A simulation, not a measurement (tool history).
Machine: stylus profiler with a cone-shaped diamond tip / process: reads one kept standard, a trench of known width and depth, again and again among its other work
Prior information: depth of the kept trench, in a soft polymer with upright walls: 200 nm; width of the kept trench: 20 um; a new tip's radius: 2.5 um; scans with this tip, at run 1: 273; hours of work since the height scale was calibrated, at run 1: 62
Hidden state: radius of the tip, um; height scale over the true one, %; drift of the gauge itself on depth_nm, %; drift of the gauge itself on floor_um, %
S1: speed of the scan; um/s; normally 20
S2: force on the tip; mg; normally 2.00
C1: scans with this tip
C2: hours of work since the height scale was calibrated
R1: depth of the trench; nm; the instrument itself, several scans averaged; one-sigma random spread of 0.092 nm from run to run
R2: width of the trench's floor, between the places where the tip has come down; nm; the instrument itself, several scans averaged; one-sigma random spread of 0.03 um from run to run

run,hour,S1,S2,C1,C2,R1,R2
1,0.0,20,2.00,273,62,202.31,18040
2,19.3,20,2.00,328,75,202.57,18010
3,34.8,20,2.00,373,85,202.48,18020
4,48.6,20,2.00,412,95,202.33,17980
5,67.7,20,0.77,467,107,201.29,17960
6,82.2,19,0.77,509,117,201.37,17950
7,99.7,19,0.77,559,128,201.29,17920
8,109.9,19,0.77,588,135,201.14,17950
9,130.3,19,0.77,647,148,201.18,17910
10,144.1,24,1.74,687,158,202.19,18000
11,163.5,24,1.74,742,170,202.34,17980
12,173.5,24,1.74,771,177,202.21,17980
13,183.9,14,0.68,801,184,201.14,17970
14,207.0,14,0.68,867,199,201.13,17990
15,219.1,14,4.23,902,207,204.04,17960
16,240.2,6,1.57,963,221,201.94,18040
17,250.5,10,2.56,992,228,202.76,18060
18,262.9,31,1.65,1028,236,202.00,17990

4 options for the next run, each taken on its own from the tool as it stands now. Forecast them:
A,280.5,18,0.68,1078,247,?,?
B,280.5,71,2.00,1078,247,?,?
C,280.5,58,5.48,1078,247,?,?
D,280.5,26,3.91,1078,247,?,?

run,R1,R2
A,201.11,17980
B,202.43,17900
C,204.85,17980
D,203.81,18000
Take away the tool's hidden state, keep each run's random variation, and the runs would have read:
run,R1,R2
A,201.11,17990
B,202.43,17900
C,204.85,17980
D,203.81,18000
